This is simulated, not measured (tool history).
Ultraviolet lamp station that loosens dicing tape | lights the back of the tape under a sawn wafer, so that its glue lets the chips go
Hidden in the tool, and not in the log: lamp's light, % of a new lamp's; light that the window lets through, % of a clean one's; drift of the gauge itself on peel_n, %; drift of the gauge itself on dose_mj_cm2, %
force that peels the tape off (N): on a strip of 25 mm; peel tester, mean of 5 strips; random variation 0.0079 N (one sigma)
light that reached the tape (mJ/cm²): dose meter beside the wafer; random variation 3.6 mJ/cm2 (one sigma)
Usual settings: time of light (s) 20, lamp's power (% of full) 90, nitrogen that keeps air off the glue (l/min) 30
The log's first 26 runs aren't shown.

run    hour  time of light (s)  lamp's power (% of full)  nitrogen that keeps air off the glue (l/min)  hours of work of the lamp  hours of work since the window was cleaned  force that peels the tape off (N)  light that reached the tape (mJ/cm²)
 27   846.7                 20                        90                                            41                        677                                         194                              0.445                                   416
 28   872.5                 20                        84                                            30                        692                                         209                              0.605                                   378
 29   900.3                 20                        93                                            30                        708                                         225                              0.536                                   406
 30   925.5                 20                        93                                            30                        722                                         240                              0.548                                   405
 31   945.9                 20                        90                                            14                        734                                         251                              0.947                                   381
      948.7  -- window cleaned of glue's vapour
 32   976.4                 20                        64                                            17                        751                                          16                              1.113                                   320
 33  1017.5                 20                        74                                            25                        775                                          40                              0.731                                   363
 34  1054.1                 32                        74                                            19                        796                                          61                              0.416                                   571
 35  1082.9                 25                        74                                            19                        812                                          77                              0.658                                   438
 36  1106.9                 20                       100                                            17                        826                                          91                              0.643                                   473
 37  1145.7                 35                        90                                            23                        848                                         113                              0.266                                   716
 38  1172.6                 17                        71                                            15                        864                                         129                              1.408                                   273
 39  1202.0                 24                        71                                            15                        881                                         146                              0.941                                   375
 40  1228.9                 24                        71                                            15                        896                                         161                              0.993                                   369
 41  1257.5                 36                        96                                            32                        913                                         177                              0.218                                   741
 42  1279.4                 12                        90                                            10                        925                                         190                              1.922                                   228

The next listed run, before its measurement:
 43  1307.4                 16                        92                                            21                        941                                         206                                  ?                                     ?

Run 43 gave force that peels the tape off (N) 1.037, light that reached the tape (mJ/cm²) 308.
Without the tool's hidden state the same run would have given force that peels the tape off (N) 0.523, light that reached the tape (mJ/cm²) 494.
